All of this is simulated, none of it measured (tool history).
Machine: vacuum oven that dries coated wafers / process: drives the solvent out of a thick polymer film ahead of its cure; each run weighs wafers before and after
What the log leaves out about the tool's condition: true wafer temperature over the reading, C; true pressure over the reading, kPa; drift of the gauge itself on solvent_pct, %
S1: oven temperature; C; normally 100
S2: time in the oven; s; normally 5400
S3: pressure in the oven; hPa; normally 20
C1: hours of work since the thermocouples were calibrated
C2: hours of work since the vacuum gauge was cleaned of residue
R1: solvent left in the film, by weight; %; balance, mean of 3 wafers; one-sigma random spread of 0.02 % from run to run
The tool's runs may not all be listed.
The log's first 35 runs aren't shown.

run	hour	S1	S2	S3	C1	C2	R1
36	690.7	93	2820	41.8	548	1022	5.74
37	717.6	110	3120	15.3	568	1042	1.07
38	734.6	112	5940	45.4	581	1055	0.87
39	762.8	89	7800	45.4	602	1076	2.92
40	775.1	89	7800	45.4	611	1086	2.98
41	800.5	103	2880	20	630	1105	2.58
42	825.7	111	3720	11.9	649	1124	0.6
43	848.3	111	3720	11.9	666	1141	0.59
44	862.7	111	3720	11.9	677	1152	0.62
45	874.9	100	5400	65.7	686	1161	2.47
46	889.9	87	6420	22.5	698	1172	3.08
47	902.1	87	6420	22.5	707	1181	3.08

Below are 4 alternative next runs, each starting from the tool's condition after run 47. Predict each:
# hour 912.6: vacuum gauge cleaned of residue and calibrated
A	921.2	87	6420	46.7	720	6	?
# hour 912.6: vacuum gauge cleaned of residue and calibrated
B	921.2	87	2760	15.2	720	6	?
# hour 912.6: vacuum gauge cleaned of residue and calibrated
C	921.2	111	5400	20	720	6	?
# hour 912.6: vacuum gauge cleaned of residue and calibrated
D	921.2	115	9420	20	720	6	?

run	R1
A	4.07
B	6.76
C	0.49
D	0.36
The same runs, with their run-to-run variation unchanged, on a tool lacking any hidden condition would have given:
run	R1
A	4.06
B	6.75
C	0.49
D	0.36
